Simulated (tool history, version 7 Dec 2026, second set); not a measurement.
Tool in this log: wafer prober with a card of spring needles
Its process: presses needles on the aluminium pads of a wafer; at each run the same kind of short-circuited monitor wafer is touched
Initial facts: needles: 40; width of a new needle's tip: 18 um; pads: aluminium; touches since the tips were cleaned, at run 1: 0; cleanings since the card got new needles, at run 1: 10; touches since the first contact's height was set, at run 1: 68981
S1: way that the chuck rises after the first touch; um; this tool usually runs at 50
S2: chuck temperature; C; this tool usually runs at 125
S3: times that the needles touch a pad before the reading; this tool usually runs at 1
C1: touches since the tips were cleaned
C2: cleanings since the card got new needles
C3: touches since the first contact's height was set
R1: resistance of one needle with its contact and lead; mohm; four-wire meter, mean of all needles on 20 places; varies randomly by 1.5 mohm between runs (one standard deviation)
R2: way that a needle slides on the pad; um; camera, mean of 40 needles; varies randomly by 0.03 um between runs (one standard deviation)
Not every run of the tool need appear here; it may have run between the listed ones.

| run | hour | S1 | S2 | S3 | C1 | C2 | C3 | R1 | R2 |
|---|---|---|---|---|---|---|---|---|---|
| 1 | 0.0 | 50 | 125 | 1 | 0 | 10 | 68981 | 139 | 6.49 |
| 2 | 8.5 | 49 | 125 | 1 | 4102 | 10 | 73083 | 138 | 6.39 |
|  | 13.9 | tips cleaned on abrasive film |
| 3 | 18.9 | 49 | 125 | 1 | 2406 | 11 | 78079 | 140 | 6.39 |
|  | 27.2 | tips cleaned on abrasive film |
| 4 | 28.1 | 31 | 125 | 1 | 445 | 12 | 82474 | 153 | 4.04 |
| 5 | 37.3 | 55 | 125 | 1 | 4903 | 12 | 86932 | 136 | 7.13 |
|  | 40.8 | tips cleaned on abrasive film |
| 6 | 43.3 | 50 | 125 | 1 | 1229 | 13 | 89795 | 140 | 6.48 |
|  | 53.9 | tips cleaned on abrasive film |
| 7 | 53.9 | 50 | 125 | 1 | 0 | 14 | 94875 | 140 | 6.46 |
| 8 | 59.6 | 50 | 125 | 1 | 2785 | 14 | 97660 | 140 | 6.44 |
|  | 67.3 | tips cleaned on abrasive film |
| 9 | 69.9 | 50 | 47 | 1 | 1271 | 15 | 102577 | 128 | 6.43 |
| 10 | 78.9 | 50 | 33 | 1 | 5628 | 15 | 106934 | 127 | 6.49 |
|  | 80.4 | tips cleaned on abrasive film |
| 11 | 86.1 | 50 | 33 | 1 | 2756 | 16 | 110379 | 125 | 6.48 |
|  | 93.6 | tips cleaned on abrasive film |
| 12 | 93.6 | 50 | 125 | 1 | 22 | 17 | 113977 | 137 | 6.42 |
| 13 | 103.1 | 50 | 67 | 1 | 4578 | 17 | 118533 | 128 | 6.50 |
|  | 107.2 | tips cleaned on abrasive film |
| 14 | 111.2 | 50 | 65 | 1 | 1935 | 18 | 122406 | 128 | 6.38 |
| 15 | 116.0 | 50 | 125 | 3 | 4272 | 18 | 124743 | 143 | 6.43 |
|  | 120.9 | tips cleaned on abrasive film |
| 16 | 124.4 | 50 | 125 | 3 | 1698 | 19 | 128750 | 139 | 6.41 |
|  | 134.2 | tips cleaned on abrasive film |
| 17 | 134.2 | 50 | 125 | 3 | 0 | 20 | 133449 | 140 | 6.39 |
| 18 | 142.4 | 50 | 125 | 3 | 3967 | 20 | 137416 | 139 | 6.42 |
|  | 147.3 | tips cleaned on abrasive film |
| 19 | 148.8 | 50 | 125 | 3 | 713 | 21 | 140468 | 139 | 6.40 |
| 20 | 155.5 | 59 | 110 | 1 | 3950 | 21 | 143705 | 132 | 7.50 |
|  | 160.6 | tips cleaned on abrasive film |
| 21 | 160.9 | 52 | 49 | 1 | 150 | 22 | 146286 | 128 | 6.62 |
|  | 169.1 | gauge calibrated |
| 22 | 171.1 | 66 | 41 | 3 | 5075 | 22 | 151211 | 124 | 8.65 |
|  | 174.4 | tips cleaned on abrasive film |
| 23 | 180.1 | 66 | 30 | 2 | 2774 | 23 | 155560 | 121 | 8.59 |
| 24 | 186.1 | 66 | 111 | 2 | 5644 | 23 | 158430 | 132 | 8.67 |
|  | 188.2 | tips cleaned on abrasive film |
| 25 | 193.1 | 54 | 42 | 2 | 2379 | 24 | 161789 | 124 | 7.05 |
|  | 201.2 | tips cleaned on abrasive film |
| 26 | 201.2 | 60 | 116 | 1 | 0 | 25 | 165645 | 136 | 7.84 |
| 27 | 209.0 | 60 | 116 | 1 | 3782 | 25 | 169427 | 135 | 7.77 |
|  | 214.5 | tips cleaned on abrasive film |
| 28 | 216.7 | 60 | 116 | 1 | 1058 | 26 | 173125 | 135 | 7.77 |
| 29 | 221.0 | 60 | 116 | 1 | 3132 | 26 | 175199 | 135 | 7.76 |
| 30 | 226.5 | 60 | 116 | 1 | 5780 | 26 | 177847 | 135 | 7.80 |
|  | 228.3 | tips cleaned on abrasive film |
| 31 | 233.2 | 32 | 119 | 1 | 2399 | 27 | 181056 | 153 | 4.14 |
|  | 241.4 | tips cleaned on abrasive film |
| 32 | 241.9 | 35 | 119 | 1 | 233 | 28 | 185190 | 146 | 4.54 |
| 33 | 250.8 | 52 | 39 | 2 | 4563 | 28 | 189520 | 127 | 6.77 |

Selected run-to-run steps in R2, each split into two signed amounts: the part the tool would show with no hidden state at all (from settings, incoming material and random variation), and the remainder, which goes to the hidden state together with any gauge scatter not common to the measured and the hidden-state-free results:
Hidden state at play: debris on the tips, nm; way that the needles fall short of the set height, um; tips' diameter, um; drift of the gauge itself on contact_mohm, %; drift of the gauge itself on scrub_um, %.
Run 3 -> 4: S1 49 -> 31, tips cleaned on abrasive film. R2 -2.35 um: hidden state +0.00, all else -2.35.
Run 4 -> 5: S1 31 -> 55. R2 +3.09 um: hidden state -0.02, all else +3.11.
Run 19 -> 20: S1 50 -> 59, S2 125 -> 110, S3 3 -> 1. R2 +1.10 um: hidden state -0.03, all else +1.13.
Run 21 -> 22: S1 52 -> 66, S2 49 -> 41, S3 1 -> 3, gauge calibrated. R2 +2.03 um: hidden state +0.18, all else +1.85.
Run 30 -> 31: S1 60 -> 32, S2 116 -> 119, tips cleaned on abrasive film. R2 -3.66 um: hidden state +0.03, all else -3.69.
